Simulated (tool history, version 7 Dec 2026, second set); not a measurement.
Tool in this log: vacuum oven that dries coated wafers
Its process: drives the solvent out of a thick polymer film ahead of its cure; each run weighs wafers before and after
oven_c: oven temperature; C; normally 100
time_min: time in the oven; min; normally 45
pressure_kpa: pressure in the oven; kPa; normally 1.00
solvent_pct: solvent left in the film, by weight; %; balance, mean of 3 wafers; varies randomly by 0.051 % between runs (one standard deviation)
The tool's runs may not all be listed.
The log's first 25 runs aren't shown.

| run | hour | oven_c | time_min | pressure_kpa | solvent_pct |
|---|---|---|---|---|---|
| 26 | 257.0 | 91 | 81 | 2.00 | 1.13 |
| 27 | 268.0 | 91 | 81 | 2.00 | 1.22 |
| 28 | 278.0 | 108 | 59 | 1.00 | 0.28 |
| 29 | 287.8 | 99 | 53 | 0.81 | 0.86 |
| 30 | 299.2 | 110 | 53 | 0.81 | 0.21 |
| 31 | 312.9 | 110 | 53 | 0.81 | 0.33 |
| 32 | 322.4 | 110 | 53 | 0.81 | 0.31 |
| 33 | 332.8 | 110 | 53 | 0.81 | 0.25 |
| 34 | 341.2 | 109 | 53 | 0.81 | 0.28 |
| 35 | 355.0 | 109 | 53 | 0.81 | 0.21 |
| 36 | 364.7 | 104 | 45 | 1.00 | 0.81 |
| 37 | 373.7 | 104 | 32 | 1.36 | 1.66 |
| 38 | 384.6 | 104 | 32 | 1.36 | 1.75 |
| 39 | 396.0 | 110 | 32 | 1.36 | 1.03 |
| 40 | 408.8 | 100 | 31 | 0.65 | 2.36 |
| 41 | 416.2 | 100 | 31 | 2.15 | 2.72 |
| 42 | 428.7 | 87 | 72 | 2.15 | 2.25 |
| 43 | 442.9 | 103 | 25 | 0.65 | 2.69 |
| 44 | 454.8 | 102 | 35 | 1.00 | 1.62 |
| 45 | 463.0 | 90 | 35 | 1.00 | 4.36 |
| 46 | 476.1 | 112 | 45 | 1.00 | 0.32 |
| 47 | 482.6 | 112 | 45 | 1.00 | 0.24 |

Each row is a separate what-if for the run after 47, all from the same tool condition, not one after another. Results?
| A | 490.4 | 112 | 55 | 3.20 | ? |
| B | 490.4 | 103 | 63 | 1.00 | ? |
| C | 490.4 | 111 | 64 | 0.88 | ? |
| D | 490.4 | 112 | 45 | 0.53 | ? |

| run | solvent_pct |
|---|---|
| A | 0.50 |
| B | 0.39 |
| C | 0.11 |
| D | 0.26 |
What these runs would have given with no unlogged condition in the tool:
| run | solvent_pct |
|---|---|
| A | 0.45 |
| B | 0.31 |
| C | 0.06 |
| D | 0.21 |

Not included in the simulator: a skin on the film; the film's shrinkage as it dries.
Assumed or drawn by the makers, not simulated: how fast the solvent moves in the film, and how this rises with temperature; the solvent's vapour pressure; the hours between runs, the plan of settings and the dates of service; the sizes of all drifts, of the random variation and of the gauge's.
